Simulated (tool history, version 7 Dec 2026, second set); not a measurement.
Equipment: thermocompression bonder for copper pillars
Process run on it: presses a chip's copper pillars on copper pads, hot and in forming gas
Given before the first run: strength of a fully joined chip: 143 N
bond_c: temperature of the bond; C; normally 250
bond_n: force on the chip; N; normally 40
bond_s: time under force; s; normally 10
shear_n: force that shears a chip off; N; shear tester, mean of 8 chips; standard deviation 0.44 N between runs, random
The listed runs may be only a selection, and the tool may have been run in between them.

run,hour,bond_c,bond_n,bond_s,shear_n
1,0,250,40,10,59.3
2,9,275,40,10,81.6
3,21.7,275,40,10,81.1
# hour 25.4: forming gas filter changed
4,32.8,275,40,10,86.4
5,47.5,275,40,10,86.4
# hour 50: force cell calibrated
6,65.4,275,40,10,84.1
7,82.5,250,56,10,84.7
# hour 90.9: force cell calibrated, once more
8,94.6,250,56,10,85.8
9,110,223,40,28,59.4
10,118.4,223,40,28,59.4
11,136.3,232,52,7,54.2
12,151.8,232,52,7,54.5
13,159.4,232,52,7,53.4
14,169.8,279,50,25,125
15,187.3,279,50,25,123.4

Had the tool no unlogged condition, and each run kept its random variation, what would the results have been?
Hidden conditions of the tool in this case: true temperature of the bond over the reading, C; force that reaches the chip, % of what is set; oxide that the forming gas leaves, % of the face; drift of the gauge itself on shear_n, %.
run,shear_n
1,65.8
2,89.9
3,89.5
4,89.6
5,89.9
6,88.7
7,89.7
8,88.9
9,62.3
10,62.4
11,57.2
12,57.6
13,56.5
14,129
15,127.7

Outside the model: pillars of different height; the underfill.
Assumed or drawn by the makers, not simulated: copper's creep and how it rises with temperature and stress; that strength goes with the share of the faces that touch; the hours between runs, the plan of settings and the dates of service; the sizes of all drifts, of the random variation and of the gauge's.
